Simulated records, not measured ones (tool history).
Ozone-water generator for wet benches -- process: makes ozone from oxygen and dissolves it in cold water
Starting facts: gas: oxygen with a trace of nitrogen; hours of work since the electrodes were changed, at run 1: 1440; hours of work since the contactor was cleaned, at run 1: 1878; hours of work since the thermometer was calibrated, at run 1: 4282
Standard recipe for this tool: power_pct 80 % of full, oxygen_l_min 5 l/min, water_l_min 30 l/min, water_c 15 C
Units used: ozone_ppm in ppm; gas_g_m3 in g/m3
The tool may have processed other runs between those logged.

run   hour  power_pct  oxygen_l_min  water_l_min  water_c  hours of work since the electrodes were changed  hours of work since the contactor was cleaned  hours of work since the thermometer was calibrated  ozone_ppm  gas_g_m3
  1      0         80             5           30       15                                             1440                                           1878                                                4282       21.2     253.6
  2   46.8         80          6.09           30       15                                             1481                                           1920                                                4324       22.1       238
  3   88.9         80             5           30       15                                             1519                                           1957                                                4361       21.3     253.6
  4  135.4         80             5           30       15                                             1560                                           1998                                                4402       21.4     253.5
  5  157.5         80             5           30       15                                             1579                                           2018                                                4422         21     252.2
  6  206.7         51             5           30       15                                             1623                                           2062                                                4466       15.9     187.9
  7  248.2         51             5           30       15                                             1660                                           2099                                                4502       16.1     191.2
  8    289         80          7.29           30       15                                             1696                                           2135                                                4539       24.1       221
  9  315.3         80          7.29           30       15                                             1719                                           2158                                                4562       23.5       222
 10  368.5         52          7.29           30       15                                             1767                                           2205                                                4609       17.9     169.1
 11    390         52          7.29           30       15                                             1786                                           2224                                                4628       17.8       168
 12  433.1         52          7.29           30       15                                             1824                                           2263                                                4667         18     170.6
 13  457.7         76             5           44       17                                             1846                                           2284                                                4688       14.3     248.2
 14  494.2         76             5           44       17                                             1878                                           2317                                                4721       14.1     243.6
 15    517         76             5           44       17                                             1898                                           2337                                                4741         14     247.6
 16  540.1         74             5           30       23                                             1919                                           2358                                                4761       18.8     243.7
 17  589.5         87          7.54           21       15                                             1963                                           2401                                                4805       32.6     234.1
 18  611.3         87          7.54           21       15                                             1982                                           2421                                                4825       32.4     233.9
 19  654.1         87          7.54           21       15                                             2020                                           2459                                                4863       32.8     232.4
 20    676         74          7.38           30       16                                             2040                                           2478                                                4882         22     211.5
 21  723.2         80          4.88           30       15                                             2081                                           2520                                                4924       21.2     261.8
 22  761.9         80          3.21           23       15                                             2116                                           2554                                                4958       23.3     301.7
 23  807.2         83          7.35           31        7                                             2156                                           2595                                                4998       25.7       233

Below, each run's measurement less what the same run would have read without the hidden state. Both values contain the same run-to-run variation, but the gauge's scatter may not be the same in both:
The hidden state here: yield of the discharge, % of new electrodes'; contactor's efficiency, % of a clean one's; true water temperature over the reading, C; drift of the gauge itself on ozone_ppm, %; drift of the gauge itself on gas_g_m3, %.
run  gas_g_m3
  1        +0
  2      +0.2
  3      +0.5
  4      +0.9
  5        +1
  6        +1
  7      +1.3
  8      +1.7
  9      +1.9
 10      +1.7
 11      +1.8
 12        +2
 13      +3.1
 14      +3.3
 15      +3.5
 16      +3.5
 17      +3.8
 18      +3.9
 19      +4.1
 20      +3.9
 21      +5.1
 22      +6.3
 23      +5.1
For ozone_ppm, the value without the hidden state is never more than 0.1 ppm from the measured value.
